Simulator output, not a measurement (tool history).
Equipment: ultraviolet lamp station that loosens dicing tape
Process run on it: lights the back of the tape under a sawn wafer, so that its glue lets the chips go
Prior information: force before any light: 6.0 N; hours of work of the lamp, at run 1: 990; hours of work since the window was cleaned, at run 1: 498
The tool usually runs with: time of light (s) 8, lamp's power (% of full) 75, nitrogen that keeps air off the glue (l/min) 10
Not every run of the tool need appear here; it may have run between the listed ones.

run   hour  time of light (s)  lamp's power (% of full)  nitrogen that keeps air off the glue (l/min)  hours of work of the lamp  hours of work since the window was cleaned  force that peels the tape off (N)  light that reached the tape (mJ/cm²)
  1      0                  8                        75                                            10                        990                                         498                              1.055                                   325
  2   37.8                  8                        75                                            10                       1019                                         527                              1.061                                   325
  3   74.1                  8                        75                                            10                       1047                                         555                               1.12                                   319
  4   98.7                  8                        75                                            10                       1066                                         574                              1.107                                   313
     127.8  -- window cleaned of glue's vapour
  5  131.5                  8                        75                                            10                       1091                                           3                              1.251                                   288
  6  168.3                  8                        75                                            10                       1119                                          31                                1.3                                   283
  7  188.5                  8                        75                                            10                       1134                                          47                              1.306                                   278
  8  208.6                  8                        75                                            10                       1150                                          62                              1.338                                   277
  9  245.4                  8                        75                                            10                       1178                                          90                              1.378                                   266
 10    269                  8                        75                                            10                       1196                                         109                              1.384                                   264
 11  287.3                  8                        75                                            10                       1210                                         123                              1.365                                   264
 12  319.6                  8                        75                                            10                       1235                                         148                              1.445                                   263
     344.8  -- window cleaned of glue's vapour, once more
 13  351.2                  8                        75                                            10                       1259                                           5                              0.933                                   353
 14  371.2                  8                        96                                            10                       1275                                          20                               0.63                                   452
 15  398.5                 15                        86                                             5                       1296                                          41                              0.413                                   740
 16  415.4                 15                        86                                             5                       1309                                          54                              0.408                                   737
 17  433.3                  8                        69                                             9                       1322                                          68                               1.15                                   313
 18  471.8                 12                        85                                            19                       1352                                          98                              0.331                                   574
 19  502.6                 12                        74                                            15                       1376                                         121                              0.446                                   492
     512.6  -- lamp changed
 20  521.6                  4                        87                                            14                          7                                         135                              1.259                                   264
 21  544.1                  8                        87                                            14                         24                                         153                              0.421                                   518
 22  579.4                  8                        67                                            10                         51                                         180                              0.767                                   393
 23  611.1                  8                        67                                            10                         76                                         204                              0.782                                   386
 24  652.2                 14                        75                                            10                        107                                         236                              0.285                                   757
 25  675.9                 14                        75                                            10                        126                                         254                              0.301                                   754

Forecast each of these 3 alternatives for the next run:
  A  715.6                  7                        95                                             3                        156                                         284                                  ?                                     ?
  B  715.6                 14                        84                                            10                        156                                         284                                  ?                                     ?
  C  715.6                 13                        75                                            14                        156                                         284                                  ?                                     ?

run  force that peels the tape off (N)  light that reached the tape (mJ/cm²)
  A                              1.203                                   463
  B                              0.272                                   824
  C                              0.271                                   683
Without the tool's unlogged condition, the same runs would have read:
run  force that peels the tape off (N)  light that reached the tape (mJ/cm²)
  A                              1.018                                   518
  B                              0.254                                   921
  C                              0.246                                   764
